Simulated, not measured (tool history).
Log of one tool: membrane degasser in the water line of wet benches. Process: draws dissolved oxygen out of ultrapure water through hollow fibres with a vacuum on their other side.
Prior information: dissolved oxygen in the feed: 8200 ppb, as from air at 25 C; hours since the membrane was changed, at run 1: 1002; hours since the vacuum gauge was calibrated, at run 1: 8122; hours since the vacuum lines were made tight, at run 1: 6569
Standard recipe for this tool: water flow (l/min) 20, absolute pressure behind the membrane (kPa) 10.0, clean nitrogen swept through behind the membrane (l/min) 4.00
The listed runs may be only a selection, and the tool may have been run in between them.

run     day  water flow (l/min)  absolute pressure behind the membrane (kPa)  clean nitrogen swept through behind the membrane (l/min)  hours since the membrane was changed  hours since the vacuum gauge was calibrated  hours since the vacuum lines were made tight  dissolved oxygen in the water behind the degasser (ppb)  pressure that the water loses in the fibres (kPa)
  1   0.000                  20                                         10.0                                                      4.00                                  1002                                         8122                                          6569                                                     83.4                                              46.19
  2   1.879                  20                                         10.0                                                      4.00                                  1047                                         8167                                          6614                                                     83.7                                              46.38
  3   3.562                  20                                         10.0                                                      4.00                                  1087                                         8208                                          6654                                                     84.8                                              46.19
  4   5.121                  20                                         10.0                                                      4.00                                  1125                                         8245                                          6692                                                     85.0                                              46.80
  5   6.304                  20                                         10.0                                                      4.00                                  1153                                         8273                                          6720                                                     85.4                                              46.48
  6   7.129                  20                                         10.0                                                      4.00                                  1173                                         8293                                          6740                                                     85.0                                              46.80
  7   8.496                  20                                         10.0                                                      4.00                                  1206                                         8326                                          6773                                                     84.6                                              46.17
      9.092  -- vacuum gauge calibrated
  8  10.050                  20                                         10.0                                                     10.95                                  1242                                           23                                          6810                                                     32.7                                              46.45
  9  10.908                  20                                         10.0                                                     10.95                                  1263                                           44                                          6830                                                     32.2                                              46.76
 10  11.779                  20                                         10.0                                                     10.95                                  1284                                           65                                          6851                                                     32.8                                              46.80
 11  13.250                  20                                         10.0                                                     10.95                                  1319                                          100                                          6886                                                     32.5                                              46.90
 12  14.375                  20                                         10.0                                                      4.00                                  1346                                          127                                          6913                                                     83.4                                              46.74
 13  15.217                  20                                         10.0                                                      4.00                                  1366                                          147                                          6934                                                     83.5                                              47.19
 14  16.512                  24                                         10.0                                                      5.81                                  1398                                          178                                          6965                                                     74.4                                              56.23
     16.696  -- gauge calibrated
 15  18.050                  17                                          7.0                                                      3.98                                  1434                                          215                                          7002                                                     40.4                                              39.13
 16  18.842                  17                                          9.6                                                     11.11                                  1453                                          234                                          7021                                                     25.2                                              38.96
 17  20.442                  25                                          7.0                                                      5.41                                  1492                                          272                                          7059                                                     51.2                                              57.75
 18  22.254                  20                                         15.8                                                      4.00                                  1535                                          316                                          7102                                                    153.9                                              46.17
 19  23.467                  20                                          8.9                                                      2.36                                  1564                                          345                                          7132                                                    115.8                                              46.49
 20  25.383                  12                                          7.7                                                      4.04                                  1610                                          391                                          7178                                                     32.6                                              28.20
 21  27.029                  25                                         10.0                                                     11.29                                  1650                                          431                                          7217                                                     45.7                                              58.36
 22  28.025                  25                                         10.0                                                     11.29                                  1674                                          454                                          7241                                                     45.6                                              58.18
 23  28.871                  16                                         10.0                                                      4.48                                  1694                                          475                                          7261                                                     59.6                                              37.42
 24  29.679                  14                                         14.9                                                      4.00                                  1714                                          494                                          7281                                                     99.5                                              32.51

3 options for the next run, each taken on its own from the tool as it stands now. Forecast them:
  A  31.050                  18                                         18.5                                                      4.00                                  1746                                          527                                          7314                                                        ?                                                  ?
  B  31.050                  14                                         19.4                                                      5.27                                  1746                                          527                                          7314                                                        ?                                                  ?
  C  31.050                  14                                         10.3                                                      4.00                                  1746                                          527                                          7314                                                        ?                                                  ?

run  dissolved oxygen in the water behind the degasser (ppb)  pressure that the water loses in the fibres (kPa)
  A                                                    168.4                                              42.17
  B                                                    105.2                                              32.85
  C                                                     61.5                                              32.72
What these runs would have given with no unlogged condition in the tool:
run  dissolved oxygen in the water behind the degasser (ppb)  pressure that the water loses in the fibres (kPa)
  A                                                    168.3                                              41.33
  B                                                    105.1                                              32.20
  C                                                     61.4                                              32.07
